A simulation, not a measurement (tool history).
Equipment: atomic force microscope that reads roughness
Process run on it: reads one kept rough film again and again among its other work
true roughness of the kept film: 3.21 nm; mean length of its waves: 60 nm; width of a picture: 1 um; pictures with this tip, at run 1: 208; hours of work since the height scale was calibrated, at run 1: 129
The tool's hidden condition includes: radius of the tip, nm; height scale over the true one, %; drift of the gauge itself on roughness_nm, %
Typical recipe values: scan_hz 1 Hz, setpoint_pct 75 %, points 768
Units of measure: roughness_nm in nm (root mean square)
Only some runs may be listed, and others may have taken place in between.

run,hour,scan_hz,setpoint_pct,points,pictures with this tip,hours of work since the height scale was calibrated,roughness_nm
1,0,1,75,768,208,129,2.931
2,44.1,1,75,768,263,149,2.921
# hour 52.1: new tip fitted
3,78.2,1,75,762,33,165,2.993
4,113.4,1,75,768,77,181,2.983
5,141.5,1,75,768,112,194,2.97
6,160.9,1,75,768,136,203,2.953
7,188.9,1,75,256,171,216,2.946
8,219.3,1,75,256,208,230,2.93
9,245.5,1,75,256,241,242,2.913
# hour 270.1: new tip fitted
10,272.9,1,75,256,4,254,3.024
11,317.3,3.55,75,768,59,275,2.713
12,356.1,3.55,75,768,107,293,2.686
13,384.9,3.55,85,768,143,306,2.468
14,426.4,1,56,768,195,325,3.02
15,450.2,1,83,768,224,336,2.871
16,475.7,1,86,768,256,348,2.839
# hour 490.9: new tip fitted
17,518.5,0.54,86,768,34,367,3
18,559.5,0.54,86,768,85,386,2.997
19,582.3,0.54,86,768,114,396,2.972
20,602.4,0.54,83,279,139,406,2.963
21,635,0.63,84,768,179,421,2.94
22,666.7,0.63,77,461,219,435,2.949
23,694.7,0.63,77,461,254,448,2.941
# hour 709.3: new tip fitted
24,713.3,1.88,75,747,5,456,2.91
25,745.2,1.88,75,747,45,471,2.887
26,771.9,1.12,61,768,78,483,3.04
# hour 776.7: height scale calibrated on a step standard
27,807.3,1,72,461,121,14,2.987
28,836,1,78,768,157,27,2.93
29,869,1,63,450,198,42,2.997
30,908,2.24,61,450,246,60,2.909
# hour 930.2: new tip fitted
31,943.1,0.56,85,372,16,76,3.008
32,974.2,1.91,85,372,55,91,2.732
33,999,0.81,85,372,86,102,2.929
34,1026.1,1,71,768,120,115,2.983
# hour 1040.8: height scale calibrated on a step standard, once more
35,1069.3,1.88,60,290,172,13,2.972
36,1104.3,1,64,996,216,29,2.987
37,1124.3,0.72,82,1001,241,38,2.908

Had the tool no unlogged condition, and each run kept its random variation, what would the results have been?
run,roughness_nm
1,3.018
2,3.03
3,3.009
4,3.016
5,3.018
6,3.011
7,3.018
8,3.015
9,3.011
10,3.027
11,2.737
12,2.73
13,2.52
14,3.107
15,2.965
16,2.944
17,3.023
18,3.04
19,3.028
20,3.029
21,3.021
22,3.046
23,3.052
24,2.918
25,2.909
26,3.076
27,3.043
28,2.998
29,3.085
30,3.014
31,3.03
32,2.766
33,2.978
34,3.049
35,3.049
36,3.083
37,3.012
